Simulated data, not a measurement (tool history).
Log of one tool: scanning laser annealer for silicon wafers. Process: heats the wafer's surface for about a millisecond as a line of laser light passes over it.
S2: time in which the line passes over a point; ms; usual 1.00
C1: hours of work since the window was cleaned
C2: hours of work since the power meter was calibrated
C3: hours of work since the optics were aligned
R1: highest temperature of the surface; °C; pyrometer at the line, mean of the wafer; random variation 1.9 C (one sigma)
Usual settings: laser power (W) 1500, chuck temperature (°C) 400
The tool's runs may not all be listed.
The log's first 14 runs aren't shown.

{"run": 15, "hour": 554.7, "laser power (W)": 1500, "S2": 1.0, "chuck temperature (°C)": 424, "C1": 371, "C2": 1412, "C3": 924, "R1": 1239}
{"run": 16, "hour": 577.8, "laser power (W)": 1500, "S2": 1.0, "chuck temperature (°C)": 400, "C1": 388, "C2": 1428, "C3": 940, "R1": 1214}
{"run": 17, "hour": 626.8, "laser power (W)": 1500, "S2": 1.0, "chuck temperature (°C)": 400, "C1": 423, "C2": 1463, "C3": 975, "R1": 1213}
{"run": 18, "hour": 648.4, "laser power (W)": 1500, "S2": 1.0, "chuck temperature (°C)": 400, "C1": 438, "C2": 1479, "C3": 991, "R1": 1213}
{"run": 19, "hour": 697.7, "laser power (W)": 1500, "S2": 1.0, "chuck temperature (°C)": 400, "C1": 473, "C2": 1514, "C3": 1026, "R1": 1210}
{"run": 20, "hour": 742.5, "laser power (W)": 1500, "S2": 1.0, "chuck temperature (°C)": 369, "C1": 505, "C2": 1546, "C3": 1058, "R1": 1178}
{"hour": 752.2, "done": "optics aligned, line set to its width"}
{"run": 21, "hour": 793.2, "laser power (W)": 1500, "S2": 1.09, "chuck temperature (°C)": 400, "C1": 538, "C2": 1578, "C3": 29, "R1": 1246}
{"run": 22, "hour": 823.8, "laser power (W)": 1500, "S2": 1.14, "chuck temperature (°C)": 400, "C1": 560, "C2": 1600, "C3": 51, "R1": 1273}
{"run": 23, "hour": 866.7, "laser power (W)": 1500, "S2": 1.14, "chuck temperature (°C)": 400, "C1": 590, "C2": 1631, "C3": 82, "R1": 1269}
{"hour": 905.3, "done": "optics aligned, line set to its width, once more"}
{"run": 24, "hour": 919.5, "laser power (W)": 1500, "S2": 0.92, "chuck temperature (°C)": 400, "C1": 624, "C2": 1665, "C3": 10, "R1": 1179}
{"run": 25, "hour": 968.0, "laser power (W)": 1542, "S2": 1.23, "chuck temperature (°C)": 406, "C1": 659, "C2": 1699, "C3": 45, "R1": 1349}

Run 26 comes next. What will it give?
{"run": 26, "hour": 998.5, "laser power (W)": 1605, "S2": 0.72, "chuck temperature (°C)": 422, "C1": 681, "C2": 1721, "C3": 66, "R1": "?"}

{"run 26": {"R1": 1136}}
Without the tool's hidden state the same run would have given R1 1162 °C.

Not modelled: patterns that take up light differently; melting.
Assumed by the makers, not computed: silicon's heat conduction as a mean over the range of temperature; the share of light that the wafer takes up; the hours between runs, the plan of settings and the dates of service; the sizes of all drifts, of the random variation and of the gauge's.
